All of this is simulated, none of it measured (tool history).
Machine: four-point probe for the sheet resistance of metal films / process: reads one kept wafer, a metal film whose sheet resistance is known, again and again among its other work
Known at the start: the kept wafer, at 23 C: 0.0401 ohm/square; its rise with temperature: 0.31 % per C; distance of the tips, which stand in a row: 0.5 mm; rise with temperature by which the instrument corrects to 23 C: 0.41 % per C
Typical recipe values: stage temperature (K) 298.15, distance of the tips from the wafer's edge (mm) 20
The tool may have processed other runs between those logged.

run	day	stage temperature (K)	distance of the tips from the wafer's edge (mm)	sheet resistance as the instrument gives it (ohm/square)
1	0.000	298.15	20	0.039620
2	0.738	298.15	20	0.039640
3	1.508	298.15	20	0.039628
4	2.754	293.15	20	0.039822
5	3.504	305.15	20	0.039347
6	4.575	305.15	20	0.039353
7	5.962	299.15	20	0.039571
8	6.821	299.15	20	0.039570
9	7.992	299.15	20	0.039570
10	9.588	299.15	20	0.039571
11	11.196	306.15	5	0.039501
12	12.350	307.15	10	0.039294
13	13.429	299.15	22	0.039549
14	14.700	299.15	3	0.040125
15	15.542	294.15	4	0.040070
16	17.004	296.15	13	0.039686
17	18.646	297.15	64	0.039603
18	19.392	293.15	65	0.039772

4 ways to go on from here, each from the tool as it stands after run 18. What would each give?
A	20.112	292.15	65	?
B	20.112	299.15	13	?
C	20.112	298.15	70	?
D	20.112	298.15	6	?

run	sheet resistance as the instrument gives it (ohm/square)
A	0.039815
B	0.039552
C	0.039565
D	0.039711
Stripped of hidden state, with their random variation kept, the same runs would have yielded:
run	sheet resistance as the instrument gives it (ohm/square)
A	0.040272
B	0.040007
C	0.040019
D	0.040167
